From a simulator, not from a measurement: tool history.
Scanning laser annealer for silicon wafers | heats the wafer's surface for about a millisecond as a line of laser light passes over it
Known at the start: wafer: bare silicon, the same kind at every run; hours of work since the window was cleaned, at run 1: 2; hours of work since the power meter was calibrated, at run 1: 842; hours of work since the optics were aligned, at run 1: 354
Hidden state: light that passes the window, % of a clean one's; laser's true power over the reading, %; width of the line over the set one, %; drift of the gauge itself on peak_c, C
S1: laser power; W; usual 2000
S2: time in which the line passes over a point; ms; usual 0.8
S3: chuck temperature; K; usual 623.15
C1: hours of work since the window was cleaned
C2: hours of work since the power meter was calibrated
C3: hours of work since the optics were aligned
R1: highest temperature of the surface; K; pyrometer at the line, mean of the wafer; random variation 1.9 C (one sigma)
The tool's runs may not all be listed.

run,hour,S1,S2,S3,C1,C2,C3,R1
1,0,2000,0.8,623.15,2,842,354,1448.15
2,27.9,2000,0.792,623.15,14,855,366,1444.15
3,74.8,2000,0.636,623.15,35,875,387,1357.15
4,108.4,2000,0.636,623.15,49,890,402,1356.15
5,159.4,2000,0.636,623.15,72,913,424,1357.15
6,185.5,2000,0.636,623.15,84,924,436,1362.15
7,236.6,2029,0.8,623.15,106,947,459,1461.15
8,267.9,2029,0.8,623.15,120,961,472,1463.15
9,310.7,2000,0.674,623.15,139,980,491,1383.15
10,350.3,2000,0.674,623.15,156,997,509,1378.15
11,393.9,2000,0.746,623.15,176,1017,528,1422.15
12,434.5,2116,0.67,619.15,194,1034,546,1419.15
13,474.4,1874,0.616,616.15,211,1052,564,1292.15
14,509.9,2042,0.616,655.15,227,1068,579,1395.15

Run 15 comes next. What will it give?
15,546.5,2042,0.616,655.15,243,1084,596,?

R1: 1390.15 K
Without the tool's hidden state the same run would have given R1 1391.15 K.
